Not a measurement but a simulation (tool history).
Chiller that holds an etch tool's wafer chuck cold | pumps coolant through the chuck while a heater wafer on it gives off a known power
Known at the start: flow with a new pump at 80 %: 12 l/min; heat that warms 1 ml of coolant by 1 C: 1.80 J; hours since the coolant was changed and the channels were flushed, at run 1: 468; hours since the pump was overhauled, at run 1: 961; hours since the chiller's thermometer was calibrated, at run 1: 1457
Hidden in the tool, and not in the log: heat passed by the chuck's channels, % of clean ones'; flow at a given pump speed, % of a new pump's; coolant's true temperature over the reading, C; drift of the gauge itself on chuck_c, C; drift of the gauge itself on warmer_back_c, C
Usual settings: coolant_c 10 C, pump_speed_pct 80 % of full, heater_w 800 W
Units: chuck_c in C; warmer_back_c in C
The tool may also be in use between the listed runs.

| run | hour | coolant_c | pump_speed_pct | heater_w | hours since the coolant was changed and the channels were flushed | hours since the pump was overhauled | hours since the chiller's thermometer was calibrated | chuck_c | warmer_back_c |
|---|---|---|---|---|---|---|---|---|---|
| 1 | 0 | 10 | 80 | 800 | 468 | 961 | 1457 | 15.51 | 2.24 |
| 2 | 57 | 10 | 80 | 800 | 525 | 1018 | 1514 | 15.46 | 2.22 |
| 3 | 97.1 | 10 | 78 | 800 | 565 | 1058 | 1554 | 15.53 | 2.29 |
| 4 | 135.1 | 10 | 78 | 800 | 603 | 1096 | 1592 | 15.58 | 2.29 |
| 5 | 206.8 | 17 | 78 | 800 | 674 | 1168 | 1664 | 22.64 | 2.33 |
| 6 | 273.4 | 17 | 78 | 800 | 741 | 1234 | 1730 | 22.59 | 2.3 |
| 7 | 331.9 | 17 | 78 | 800 | 800 | 1293 | 1789 | 22.61 | 2.31 |
| 8 | 374.5 | 10 | 80 | 800 | 842 | 1336 | 1831 | 15.56 | 2.25 |
| 9 | 424.6 | 10 | 80 | 800 | 892 | 1386 | 1881 | 15.39 | 2.23 |
| 10 | 465.7 | 10 | 80 | 800 | 933 | 1427 | 1922 | 15.51 | 2.21 |
| 11 | 509.9 | 14 | 80 | 800 | 977 | 1471 | 1967 | 19.56 | 2.2 |
| 12 | 580.2 | 0 | 80 | 800 | 1048 | 1541 | 2037 | 5.54 | 2.19 |
| 13 | 630.6 | 10 | 80 | 800 | 1098 | 1592 | 2087 | 15.48 | 2.25 |
| 14 | 660.3 | 10 | 80 | 800 | 1128 | 1621 | 2117 | 15.43 | 2.23 |
| 15 | 712 | 10 | 80 | 551 | 1180 | 1673 | 2169 | 13.79 | 1.53 |
| 16 | 773.7 | 10 | 80 | 551 | 1241 | 1735 | 2230 | 13.75 | 1.49 |
| 17 | 827.4 | 2 | 84 | 1195 | 1295 | 1788 | 2284 | 10.05 | 3.17 |
| 18 | 883.2 | 2 | 63 | 465 | 1351 | 1844 | 2340 | 5.78 | 1.62 |
| 19 | 934.2 | 7 | 95 | 534 | 1402 | 1895 | 2391 | 10.31 | 1.29 |
| 20 | 989.7 | 11 | 80 | 800 | 1457 | 1951 | 2446 | 16.51 | 2.24 |
| 21 | 1059.2 | 11 | 80 | 800 | 1527 | 2020 | 2516 | 16.53 | 2.24 |
| 22 | 1095.1 | 10 | 80 | 557 | 1563 | 2056 | 2552 | 13.85 | 1.55 |
| 23 | 1140.9 | 14 | 67 | 933 | 1608 | 2102 | 2598 | 21.2 | 3.13 |
| 24 | 1212.8 | 14 | 67 | 933 | 1680 | 2174 | 2670 | 21.22 | 3.15 |
| 25 | 1282.5 | 15 | 88 | 828 | 1750 | 2244 | 2739 | 20.36 | 2.07 |
| 26 | 1320.4 | 13 | 80 | 407 | 1788 | 2281 | 2777 | 15.8 | 1.18 |
| 27 | 1353.9 | 10 | 80 | 417 | 1822 | 2315 | 2811 | 12.98 | 1.13 |
| 28 | 1396.1 | 10 | 80 | 417 | 1864 | 2357 | 2853 | 12.85 | 1.15 |
| 29 | 1437 | 10 | 80 | 535 | 1905 | 2398 | 2894 | 13.73 | 1.5 |
| 30 | 1479.8 | 19 | 63 | 1192 | 1947 | 2441 | 2936 | 28.66 | 4.32 |
| 31 | 1530.3 | 19 | 63 | 1192 | 1998 | 2491 | 2987 | 28.59 | 4.31 |

Forecast each of these 4 alternatives for the next run:
| A | 1565.8 | 19 | 86 | 571 | 2033 | 2527 | 3022 | ? | ? |
| B | 1565.8 | 10 | 80 | 800 | 2033 | 2527 | 3022 | ? | ? |
| C | 1565.8 | 19 | 63 | 563 | 2033 | 2527 | 3022 | ? | ? |
| D | 1565.8 | 4 | 63 | 1192 | 2033 | 2527 | 3022 | ? | ? |

| run | chuck_c | warmer_back_c |
|---|---|---|
| A | 22.74 | 1.42 |
| B | 15.53 | 2.24 |
| C | 23.57 | 2.07 |
| D | 13.69 | 4.31 |
Without the tool's hidden state the same runs would have given:
| run | chuck_c | warmer_back_c |
|---|---|---|
| A | 22.75 | 1.42 |
| B | 15.54 | 2.24 |
| C | 23.57 | 2.06 |
| D | 13.69 | 4.31 |

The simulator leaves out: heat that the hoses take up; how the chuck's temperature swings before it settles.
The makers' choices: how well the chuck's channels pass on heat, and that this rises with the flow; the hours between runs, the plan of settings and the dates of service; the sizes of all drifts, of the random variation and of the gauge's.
